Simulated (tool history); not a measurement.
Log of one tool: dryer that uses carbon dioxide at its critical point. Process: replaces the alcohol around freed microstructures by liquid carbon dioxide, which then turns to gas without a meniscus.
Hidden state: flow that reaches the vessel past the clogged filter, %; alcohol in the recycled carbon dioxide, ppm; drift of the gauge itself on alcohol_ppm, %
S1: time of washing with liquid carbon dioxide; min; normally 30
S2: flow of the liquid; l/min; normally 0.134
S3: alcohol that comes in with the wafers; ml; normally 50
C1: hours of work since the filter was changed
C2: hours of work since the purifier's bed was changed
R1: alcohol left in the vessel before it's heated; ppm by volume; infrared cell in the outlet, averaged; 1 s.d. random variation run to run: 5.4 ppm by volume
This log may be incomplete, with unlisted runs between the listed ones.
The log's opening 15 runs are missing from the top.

Run 16, hour 116.4: usual settings; C1 289; C2 237. Result: R1 199 ppm by volume.
Run 17, hour 122.5: usual settings but S3 24 ml; C1 292; C2 240. Result: R1 103 ppm by volume.
Run 18, hour 132.9: usual settings but S3 24 ml; C1 297; C2 244. Result: R1 109 ppm by volume.
Run 19, hour 140.7: usual settings but S1 41 min, S2 0.098 l/min, S3 84 ml; C1 300; C2 248. Result: R1 377 ppm by volume.
Run 20, hour 145.1: usual settings but S1 20 min, S2 0.226 l/min, S3 41 ml; C1 302; C2 250. Result: R1 84 ppm by volume.
Run 21, hour 150.5: usual settings but S1 20 min, S2 0.194 l/min, S3 76 ml; C1 304; C2 252. Result: R1 311 ppm by volume.
Run 22, hour 159.7: usual settings but S2 0.142 l/min, S3 22 ml; C1 308; C2 256. Result: R1 74 ppm by volume.
Run 23, hour 169.8: usual settings but S1 39 min, S2 0.188 l/min, S3 22 ml; C1 313; C2 261. Result: R1 15 ppm by volume.
Run 24, hour 175.6: usual settings but S1 24 min, S2 0.106 l/min, S3 84 ml; C1 315; C2 263. Result: R1 3380 ppm by volume.
Run 25, hour 181.5: usual settings but S1 40 min, S2 0.167 l/min, S3 94 ml; C1 318; C2 266. Result: R1 24 ppm by volume.
Run 26, hour 187.6: usual settings but S2 0.171 l/min; C1 321; C2 269. Result: R1 50 ppm by volume.
Run 27, hour 193.7: usual settings but S1 45 min, S2 0.097 l/min, S3 33 ml; C1 323; C2 271. Result: R1 99 ppm by volume.
Run 28, hour 202.2: usual settings but S1 22 min, S2 0.154 l/min, S3 93 ml; C1 327; C2 275. Result: R1 887 ppm by volume.
Run 29, hour 208.7: usual settings but S1 35 min; C1 330; C2 278. Result: R1 86 ppm by volume.
Run 30, hour 217.7: usual settings but S1 46 min, S3 88 ml; C1 334; C2 282. Result: R1 38 ppm by volume.
Run 31, hour 223.5: usual settings but S1 46 min, S3 88 ml; C1 337; C2 285. Result: R1 34 ppm by volume.
Run 32, hour 233.9: usual settings but S1 46 min, S3 88 ml; C1 341; C2 289. Result: R1 34 ppm by volume.
Run 33, hour 239.7: usual settings but S1 46 min, S3 88 ml; C1 344; C2 292. Result: R1 33 ppm by volume.
Run 34, hour 244.1: usual settings but S1 34 min, S2 0.125 l/min, S3 56 ml; C1 346; C2 294. Result: R1 179 ppm by volume.
Run 35, hour 253.8: usual settings but S1 42 min, S3 37 ml; C1 350; C2 298. Result: R1 39 ppm by volume.
Run 36, hour 262.6: usual settings but S1 42 min, S2 0.130 l/min, S3 71 ml; C1 354; C2 302. Result: R1 53 ppm by volume.

4 options for the next run, each taken on its own from the tool as it stands now. Forecast them:
At hour 268.4: inlet filter changed.
Run A, hour 272.5: usual settings but S1 42 min, S2 0.130 l/min, S3 55 ml; C1 2; C2 306. Result: R1 ?.
At hour 268.4: inlet filter changed.
Run B, hour 272.5: usual settings but S1 42 min, S2 0.103 l/min, S3 71 ml; C1 2; C2 306. Result: R1 ?.
At hour 268.4: inlet filter changed.
Run C, hour 272.5: usual settings but S1 34 min, S2 0.104 l/min, S3 20 ml; C1 2; C2 306. Result: R1 ?.
At hour 268.4: inlet filter changed.
Run D, hour 272.5: usual settings but S1 36 min, S2 0.080 l/min, S3 41 ml; C1 2; C2 306. Result: R1 ?.

run   R1
  A   39
  B  151
  C  139
  D  847
The same runs, with their run-to-run variation unchanged, on a tool lacking any hidden condition would have given:
run   R1
  A   20
  B  130
  C  117
  D  818
